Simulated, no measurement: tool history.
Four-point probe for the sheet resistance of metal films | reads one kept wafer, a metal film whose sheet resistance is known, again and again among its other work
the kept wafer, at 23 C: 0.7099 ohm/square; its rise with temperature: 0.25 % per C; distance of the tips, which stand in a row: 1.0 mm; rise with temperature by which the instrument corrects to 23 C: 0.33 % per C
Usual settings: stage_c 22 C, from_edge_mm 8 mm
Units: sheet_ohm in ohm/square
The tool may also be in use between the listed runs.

run,hour,stage_c,from_edge_mm,sheet_ohm
1,0.0,22,8,0.713291
2,33.2,22,8,0.713124
3,87.7,22,8,0.712945
4,110.6,22,8,0.712775
5,136.6,22,8,0.713077
6,167.7,22,8,0.712901
7,215.5,31,8,0.707906
8,245.5,31,8,0.707622
9,278.2,22,8,0.712992
10,328.5,22,8,0.712475
11,382.5,22,8,0.712409
12,427.8,23,3,0.745698
# hour 433.2: stage's thermometer calibrated
13,464.2,18,66,0.709144
14,515.5,33,66,0.700806
15,542.0,21,35,0.707540
16,586.3,32,8,0.707279
17,621.9,32,8,0.707151
18,674.9,26,8,0.709996
# hour 692.4: stage's thermometer calibrated, once more
19,721.7,26,8,0.708999
20,773.5,32,6,0.710425
21,801.7,20,15,0.707897
22,840.7,20,7,0.713971

5 ways to go on from here, each from the tool as it stands after run 22. What would each give?
A,863.7,30,22,?
B,863.7,32,42,?
C,863.7,22,3,?
D,863.7,23,63,?
E,863.7,35,34,?

run,sheet_ohm
A,0.701521
B,0.699936
C,0.744963
D,0.704594
E,0.698549
Without the tool's hidden state the same runs would have given:
run,sheet_ohm
A,0.706918
B,0.705320
C,0.750669
D,0.710016
E,0.703922
